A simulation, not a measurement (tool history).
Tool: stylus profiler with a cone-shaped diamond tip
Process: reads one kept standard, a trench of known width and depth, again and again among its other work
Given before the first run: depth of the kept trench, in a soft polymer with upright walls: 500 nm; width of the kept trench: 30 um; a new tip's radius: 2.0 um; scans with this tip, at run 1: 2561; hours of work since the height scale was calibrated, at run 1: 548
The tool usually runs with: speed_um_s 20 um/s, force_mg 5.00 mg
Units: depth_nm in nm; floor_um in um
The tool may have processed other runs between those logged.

| run | hour | speed_um_s | force_mg | scans with this tip | hours of work since the height scale was calibrated | depth_nm | floor_um |
|---|---|---|---|---|---|---|---|
| 1 | 0.0 | 20 | 5.00 | 2561 | 548 | 505.44 | 27.16 |
| 2 | 24.5 | 20 | 5.00 | 2639 | 565 | 505.39 | 27.13 |
| 3 | 47.8 | 9 | 5.00 | 2714 | 581 | 505.31 | 27.18 |
| 4 | 64.2 | 20 | 2.61 | 2767 | 592 | 503.28 | 27.17 |
| 5 | 79.5 | 20 | 2.61 | 2816 | 602 | 503.27 | 27.11 |
| 6 | 98.8 | 20 | 2.61 | 2878 | 616 | 503.42 | 27.15 |
| 7 | 125.1 | 20 | 2.61 | 2963 | 634 | 503.43 | 27.09 |
| 8 | 150.8 | 50 | 2.61 | 3045 | 651 | 503.12 | 27.03 |
| 9 | 178.1 | 20 | 2.59 | 3133 | 670 | 503.39 | 27.17 |
| 10 | 204.6 | 20 | 2.59 | 3218 | 688 | 503.34 | 27.14 |
| 11 | 224.7 | 13 | 2.59 | 3283 | 702 | 503.33 | 27.09 |
| 12 | 250.3 | 13 | 2.59 | 3365 | 720 | 503.11 | 27.12 |
| 13 | 270.9 | 76 | 2.59 | 3431 | 734 | 503.17 | 26.89 |
| 14 | 290.0 | 7 | 2.59 | 3492 | 747 | 502.97 | 27.18 |
| 15 | 316.0 | 45 | 10.09 | 3576 | 765 | 508.93 | 27.10 |

Run 16 comes next. What will it give?
| 16 | 340.1 | 45 | 10.09 | 3653 | 781 | ? | ? |

Run 16 came out at depth_nm 508.79 nm, floor_um 27.05 um.
Were there no unlogged condition in the tool, this run, its random variation unchanged, would have produced depth_nm 509.45 nm, floor_um 27.23 um.
